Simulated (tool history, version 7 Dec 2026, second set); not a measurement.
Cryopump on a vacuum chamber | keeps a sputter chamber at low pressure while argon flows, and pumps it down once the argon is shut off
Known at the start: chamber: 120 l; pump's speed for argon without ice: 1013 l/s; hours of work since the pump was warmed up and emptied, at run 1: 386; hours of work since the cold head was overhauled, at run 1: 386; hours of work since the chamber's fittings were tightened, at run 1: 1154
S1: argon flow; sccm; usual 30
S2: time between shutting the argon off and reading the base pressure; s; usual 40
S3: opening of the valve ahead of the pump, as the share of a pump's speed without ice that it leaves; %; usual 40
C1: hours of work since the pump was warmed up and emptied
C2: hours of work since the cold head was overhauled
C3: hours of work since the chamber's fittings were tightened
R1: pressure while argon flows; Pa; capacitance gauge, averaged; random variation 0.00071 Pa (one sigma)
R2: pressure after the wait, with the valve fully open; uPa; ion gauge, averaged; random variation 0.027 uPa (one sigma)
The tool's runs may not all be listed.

run,day,S1,S2,S3,C1,C2,C3,R1,R2
1,0,30,40,40,386,386,1154,0.1465,3.01
2,1.175,30,40,57,408,408,1176,0.1099,3.14
# day 1.967: pump warmed up, emptied and cooled again
3,2.575,30,287,40,12,430,1199,0.1257,1.72
4,3.662,30,40,18,32,451,1219,0.2791,2.59
5,4.925,29,40,40,56,475,1243,0.1234,2.57
6,5.762,29,37,40,72,490,1259,0.1249,2.71
7,6.808,30,40,40,91,510,1279,0.1284,2.71
8,8.429,30,40,40,122,541,1309,0.1308,2.73
9,9.483,30,40,40,142,561,1329,0.1312,2.78
10,10.433,30,40,40,160,579,1347,0.1315,2.9
11,11.433,30,40,40,179,597,1366,0.1331,2.84
12,12.125,30,40,40,192,611,1379,0.1328,2.99
13,13.542,30,40,40,218,637,1406,0.1352,2.98
14,14.438,30,40,40,235,654,1423,0.1348,3.07
15,16.125,30,40,40,267,686,1454,0.1386,3.24
16,17.733,22,40,40,298,716,1485,0.1021,3.32
17,18.583,22,40,40,314,732,1501,0.103,3.25
18,19.496,32,29,40,331,750,1518,0.1513,3.81
19,20.488,46,33,25,349,768,1537,0.3319,3.69
20,22.138,46,33,25,381,799,1568,0.3368,3.87
21,23.038,15,33,25,398,816,1585,0.1105,3.89
22,23.821,15,33,25,412,831,1600,0.1105,3.81
# day 24.325: pump warmed up, emptied and cooled again
23,25.558,30,222,16,23,860,1628,0.315,2.17
24,26.429,29,42,49,40,877,1645,0.1009,2.94
25,27.917,29,42,49,68,905,1673,0.1011,3.13
26,28.896,29,21,20,86,923,1691,0.2462,3.85
27,29.608,18,40,45,100,936,1705,0.0697,3.23
28,30.917,31,256,53,124,961,1730,0.1036,2.39
29,31.675,37,53,32,139,976,1744,0.2005,3.03
30,32.5,30,76,41,154,991,1759,0.1289,2.72
31,33.242,15,96,41,168,1005,1773,0.0654,2.85
32,34.496,21,46,35,192,1029,1797,0.1054,3.31
33,35.446,21,46,35,210,1047,1815,0.1065,3.43

Forecast each of these 4 alternatives for the next run:
A,36.858,20,189,33,237,1073,1842,?,?
B,36.858,51,79,23,237,1073,1842,?,?
C,36.858,30,189,40,237,1073,1842,?,?
D,36.858,48,258,35,237,1073,1842,?,?

run,R1,R2
A,0.1084,2.81
B,0.39,3.12
C,0.1365,2.86
D,0.247,2.74
Without the tool's hidden state the same runs would have given:
run,R1,R2
A,0.101,0.48
B,0.3712,0.78
C,0.1254,0.53
D,0.2293,0.43

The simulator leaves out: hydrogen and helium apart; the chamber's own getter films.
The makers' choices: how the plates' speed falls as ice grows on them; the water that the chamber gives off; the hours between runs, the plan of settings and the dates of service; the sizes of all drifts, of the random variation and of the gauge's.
